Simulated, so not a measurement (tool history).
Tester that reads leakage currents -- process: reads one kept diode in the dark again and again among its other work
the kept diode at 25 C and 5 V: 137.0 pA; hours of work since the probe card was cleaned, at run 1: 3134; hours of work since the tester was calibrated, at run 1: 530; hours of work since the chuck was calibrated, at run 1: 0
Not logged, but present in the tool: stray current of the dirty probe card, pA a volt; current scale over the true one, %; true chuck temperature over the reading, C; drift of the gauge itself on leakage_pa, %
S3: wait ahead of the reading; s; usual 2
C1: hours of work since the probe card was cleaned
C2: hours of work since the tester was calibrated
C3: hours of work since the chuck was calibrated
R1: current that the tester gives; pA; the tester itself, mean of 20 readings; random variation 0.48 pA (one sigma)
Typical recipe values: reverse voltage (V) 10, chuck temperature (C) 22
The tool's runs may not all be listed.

Run 1, hour 0: usual settings; C1 3134; C2 530; C3 0. Result: R1 182.43 pA.
Run 2, hour 170.6: usual settings but chuck temperature (C) 23; C1 3226; C2 622; C3 92. Result: R1 196.41 pA.
Run 3, hour 363.2: usual settings but chuck temperature (C) 59; C1 3330; C2 726; C3 196. Result: R1 2030.7 pA.
Run 4, hour 571.5: usual settings but chuck temperature (C) 46; C1 3443; C2 838; C3 308. Result: R1 910.44 pA.
At hour 644.6: probe card cleaned and baked.
Run 5, hour 777.3: usual settings but chuck temperature (C) 46; C1 72; C2 947; C3 418. Result: R1 894.17 pA.
Run 6, hour 1014.3: usual settings; C1 199; C2 1075; C3 545. Result: R1 165.85 pA.
Run 7, hour 1200: usual settings; C1 300; C2 1175; C3 646. Result: R1 167.8 pA.
Run 8, hour 1422.5: usual settings; C1 419; C2 1295; C3 766. Result: R1 169.62 pA.
Run 9, hour 1539.3: usual settings; C1 483; C2 1358; C3 829. Result: R1 170.42 pA.
Run 10, hour 1786: usual settings but chuck temperature (C) 25; C1 616; C2 1491; C3 962. Result: R1 216.03 pA.
Run 11, hour 1978.1: usual settings; C1 719; C2 1595; C3 1065. Result: R1 173.9 pA.
At hour 1994.2: tester calibrated.
Run 12, hour 2106.7: usual settings but chuck temperature (C) 30; C1 787; C2 61; C3 1133. Result: R1 312.95 pA.
Run 13, hour 2358.6: usual settings but S3 2.01 s; C1 923; C2 196; C3 1269. Result: R1 178.86 pA.
Run 14, hour 2469.1: usual settings but S3 2.01 s; C1 983; C2 256; C3 1329. Result: R1 180.28 pA.
Run 15, hour 2673: usual settings; C1 1093; C2 366; C3 1439. Result: R1 180.81 pA.
Run 16, hour 2847.9: usual settings; C1 1187; C2 460; C3 1533. Result: R1 183.64 pA.
At hour 2979.5: chuck's temperature calibrated.
Run 17, hour 3069.6: usual settings; C1 1306; C2 579; C3 49. Result: R1 168.96 pA.
At hour 3149.3: tester calibrated, once more.
Run 18, hour 3239.3: usual settings; C1 1396; C2 49; C3 139. Result: R1 170.89 pA.
Run 19, hour 3491.6: usual settings; C1 1532; C2 185; C3 275. Result: R1 171.66 pA.
Run 20, hour 3633.1: usual settings but reverse voltage (V) 4.3, S3 0.32 s; C1 1608; C2 261; C3 351. Result: R1 108.39 pA.
Run 21, hour 3844.4: usual settings but reverse voltage (V) 4.6, chuck temperature (C) 25, S3 0.32 s; C1 1722; C2 375; C3 465. Result: R1 141.29 pA.

Run 22 comes next. What will it give?
Run 22, hour 3998.2: usual settings but reverse voltage (V) 4.6, chuck temperature (C) 25, S3 0.32 s; C1 1805; C2 458; C3 548. Result: R1 ?.

Run 22 produced R1 142.01 pA.
On a tool with no hidden condition, and with the same random variation, this run would have come out at R1 132.05 pA.

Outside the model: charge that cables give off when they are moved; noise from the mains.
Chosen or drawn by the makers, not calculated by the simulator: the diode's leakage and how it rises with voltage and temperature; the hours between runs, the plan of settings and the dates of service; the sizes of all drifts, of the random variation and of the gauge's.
